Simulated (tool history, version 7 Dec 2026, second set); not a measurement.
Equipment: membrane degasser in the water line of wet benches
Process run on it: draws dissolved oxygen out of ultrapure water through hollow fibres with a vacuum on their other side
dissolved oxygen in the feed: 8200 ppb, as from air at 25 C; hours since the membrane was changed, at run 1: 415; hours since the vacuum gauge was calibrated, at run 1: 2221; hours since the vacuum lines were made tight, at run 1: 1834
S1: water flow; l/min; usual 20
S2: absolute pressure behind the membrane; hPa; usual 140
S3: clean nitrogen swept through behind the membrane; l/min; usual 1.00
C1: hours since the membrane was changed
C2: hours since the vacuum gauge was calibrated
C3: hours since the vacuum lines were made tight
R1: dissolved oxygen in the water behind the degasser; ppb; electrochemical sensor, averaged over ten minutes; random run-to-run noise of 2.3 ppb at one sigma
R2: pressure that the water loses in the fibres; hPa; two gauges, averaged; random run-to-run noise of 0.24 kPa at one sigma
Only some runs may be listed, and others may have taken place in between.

| run | hour | S1 | S2 | S3 | C1 | C2 | C3 | R1 | R2 |
|---|---|---|---|---|---|---|---|---|---|
| 1 | 0.0 | 20 | 140 | 1.00 | 415 | 2221 | 1834 | 476.4 | 600.9 |
| 2 | 101.0 | 20 | 140 | 1.00 | 516 | 2322 | 1935 | 475.0 | 604.3 |
| 3 | 259.6 | 20 | 140 | 1.00 | 674 | 2480 | 2093 | 479.9 | 608.1 |
| 4 | 404.1 | 20 | 140 | 1.00 | 819 | 2625 | 2238 | 478.8 | 606.0 |
| 5 | 486.7 | 20 | 140 | 1.00 | 902 | 2708 | 2320 | 473.1 | 600.8 |
| 6 | 612.2 | 20 | 140 | 1.00 | 1027 | 2833 | 2446 | 477.3 | 607.5 |
| 7 | 773.4 | 13 | 140 | 1.00 | 1188 | 2994 | 2607 | 324.0 | 393.3 |
| 8 | 942.2 | 13 | 140 | 1.00 | 1357 | 3163 | 2776 | 322.0 | 392.5 |
| 9 | 1056.8 | 13 | 140 | 1.00 | 1472 | 3278 | 2890 | 320.5 | 395.4 |
| 10 | 1201.0 | 13 | 271 | 1.00 | 1616 | 3422 | 3035 | 670.6 | 393.9 |
| 11 | 1320.3 | 20 | 140 | 1.27 | 1735 | 3541 | 3154 | 392.8 | 604.6 |
| 12 | 1448.4 | 20 | 140 | 1.27 | 1863 | 3669 | 3282 | 392.3 | 603.2 |
| 13 | 1575.8 | 20 | 140 | 1.00 | 1991 | 3797 | 3410 | 479.0 | 608.0 |
| 14 | 1741.3 | 20 | 140 | 1.02 | 2156 | 3962 | 3575 | 471.9 | 608.6 |
| 15 | 1836.9 | 20 | 140 | 1.00 | 2252 | 4058 | 3671 | 473.3 | 605.6 |
| 16 | 1928.4 | 20 | 140 | 2.86 | 2343 | 4149 | 3762 | 197.7 | 611.2 |
| 17 | 2041.9 | 20 | 140 | 2.86 | 2457 | 4263 | 3876 | 198.1 | 609.4 |
| 18 | 2142.9 | 31 | 316 | 2.01 | 2558 | 4364 | 3977 | 931.5 | 940.3 |
| 19 | 2301.3 | 27 | 331 | 2.01 | 2716 | 4522 | 4135 | 869.7 | 818.2 |
| 20 | 2469.3 | 20 | 212 | 1.00 | 2884 | 4690 | 4303 | 757.7 | 602.1 |
| 21 | 2568.0 | 20 | 212 | 1.00 | 2983 | 4789 | 4402 | 756.0 | 609.9 |
| 22 | 2693.6 | 18 | 206 | 1.27 | 3108 | 4915 | 4527 | 549.0 | 543.3 |
| 23 | 2763.9 | 20 | 225 | 1.00 | 3179 | 4985 | 4598 | 799.9 | 608.2 |
| 24 | 2865.7 | 20 | 225 | 1.00 | 3281 | 5087 | 4699 | 809.1 | 609.8 |
| 25 | 3012.7 | 25 | 257 | 2.09 | 3428 | 5234 | 4846 | 613.5 | 762.3 |
| 26 | 3122.4 | 14 | 113 | 0.59 | 3537 | 5343 | 4956 | 410.9 | 424.3 |
| 27 | 3200.8 | 24 | 113 | 0.69 | 3616 | 5422 | 5035 | 573.9 | 732.4 |

Forecast run 28:
| 28 | 3273.3 | 24 | 113 | 0.69 | 3688 | 5494 | 5107 | ? | ? |

Run 28 produced R1 574.0 ppb, R2 727.5 hPa.
Minus the tool's unlogged condition, the same run would have read R1 573.7 ppb, R2 727.2 hPa.

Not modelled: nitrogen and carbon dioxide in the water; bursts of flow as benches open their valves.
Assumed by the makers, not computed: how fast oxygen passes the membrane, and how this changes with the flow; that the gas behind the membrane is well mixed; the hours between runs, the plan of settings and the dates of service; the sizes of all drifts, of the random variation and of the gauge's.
